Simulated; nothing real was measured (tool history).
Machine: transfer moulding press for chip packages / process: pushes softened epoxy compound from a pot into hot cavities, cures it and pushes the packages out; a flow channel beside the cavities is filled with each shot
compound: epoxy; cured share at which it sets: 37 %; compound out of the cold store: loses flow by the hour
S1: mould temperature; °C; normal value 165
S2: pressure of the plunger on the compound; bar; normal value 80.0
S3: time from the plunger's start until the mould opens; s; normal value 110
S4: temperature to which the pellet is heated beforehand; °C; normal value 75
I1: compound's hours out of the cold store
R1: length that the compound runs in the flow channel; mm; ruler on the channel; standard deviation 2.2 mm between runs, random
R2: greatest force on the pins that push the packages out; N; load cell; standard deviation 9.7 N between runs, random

run   hour   S1    S2   S3  S4    I1   R1   R2
  1    0.0  165  80.0  110  75  47.7  555  554
      59.7  -- cavities cleaned with cleaning compound and waxed
  2   66.4  165  80.0  110  75  22.8  606  493
     131.5  -- cavities cleaned with cleaning compound and waxed
  3  136.0  165  80.0  110  75  28.1  579  481
     150.0  -- plunger's sealing rings changed
     205.5  -- cavities cleaned with cleaning compound and waxed
  4  227.0  171  80.0  110  75  45.2  554  432
  5  271.9  171  80.0  110  75  19.8  607  520
     281.5  -- cavities cleaned with cleaning compound and waxed
  6  325.4  171  80.0  118  75  45.8  543  468
     353.2  -- cavities cleaned with cleaning compound and waxed
  7  397.0  169  81.1  141  75  44.6  540  458
     407.1  -- mould's thermocouples calibrated
     424.8  -- cavities cleaned with cleaning compound and waxed
  8  439.6  170  73.9  110  75  32.0  533  409
     454.4  -- plunger's sealing rings changed
  9  480.1  170  73.9  110  75  35.3  558  503
     502.6  -- cavities cleaned with cleaning compound and waxed
 10  540.2  165  80.0  124  71  15.4  635  496
     574.3  -- cavities cleaned with cleaning compound and waxed
 11  622.7  159  80.0  145  75  26.1  616  538
     649.0  -- cavities cleaned with cleaning compound and waxed
 12  679.2  159  80.0  145  75  36.7  580  498

Below, some changes in R1 between adjacent runs. For each, the amount present without the hidden state too (settings, incoming material, random variation) and the amount remaining for the hidden state with gauge scatter not shared by both compared results:
Unlogged tool condition in this case: true mould temperature over the reading, C; pressure that reaches the compound, % of what is set; grip of the stained cavities, % over clean ones'; drift of the gauge itself on flow_mm, %; drift of the gauge itself on push_out_n, %.
Run 8 -> 9: plunger's sealing rings changed. R1 +25 mm: hidden state +32, all else -7.
Run 9 -> 10: S1 170 -> 165, S2 73.9 -> 80.0, S3 110 -> 124, S4 75 -> 71, cavities cleaned with cleaning compound and waxed. R1 +77 mm: hidden state -9, all else +86.

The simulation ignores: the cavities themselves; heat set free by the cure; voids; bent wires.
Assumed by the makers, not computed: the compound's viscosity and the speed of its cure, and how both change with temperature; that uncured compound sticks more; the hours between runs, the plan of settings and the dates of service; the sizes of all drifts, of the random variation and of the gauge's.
